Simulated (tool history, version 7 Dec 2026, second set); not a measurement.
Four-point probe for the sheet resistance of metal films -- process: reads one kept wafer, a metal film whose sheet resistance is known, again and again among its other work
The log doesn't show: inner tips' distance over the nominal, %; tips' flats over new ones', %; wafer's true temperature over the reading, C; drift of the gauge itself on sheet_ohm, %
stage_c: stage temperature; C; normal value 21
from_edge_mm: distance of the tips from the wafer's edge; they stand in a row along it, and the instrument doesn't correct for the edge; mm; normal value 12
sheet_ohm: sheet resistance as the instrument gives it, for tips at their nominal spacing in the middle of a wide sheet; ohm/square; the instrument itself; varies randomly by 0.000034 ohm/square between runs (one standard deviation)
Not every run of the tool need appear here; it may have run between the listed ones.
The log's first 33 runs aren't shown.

run,hour,stage_c,from_edge_mm,touches since the probe head was changed,hours of work since the stage's thermometer was calibrated,sheet_ohm
34,2491.7,29,8,7267,72,0.169964
35,2563.3,29,8,9267,115,0.169996
36,2636.0,21,19,11297,159,0.168671
37,2691.4,25,29,12843,192,0.168652
38,2750.1,25,29,14480,228,0.168635
39,2841.6,32,8,17035,283,0.169972
40,2917.6,32,8,19155,329,0.169957
41,2976.3,32,8,20794,365,0.169943
42,3022.8,22,16,22092,393,0.168859
43,3079.4,22,16,23671,427,0.168872
44,3169.9,22,16,26195,482,0.168871

3 ways to go on from here, each from the tool as it stands after run 44. What would each give?
A,3213.1,23,13,27402,508,?
B,3213.1,32,12,27402,508,?
C,3213.1,28,8,27402,508,?

run,sheet_ohm
A,0.169025
B,0.169213
C,0.169948
Without the tool's unlogged condition, the same runs would have read:
run,sheet_ohm
A,0.169020
B,0.169208
C,0.169943
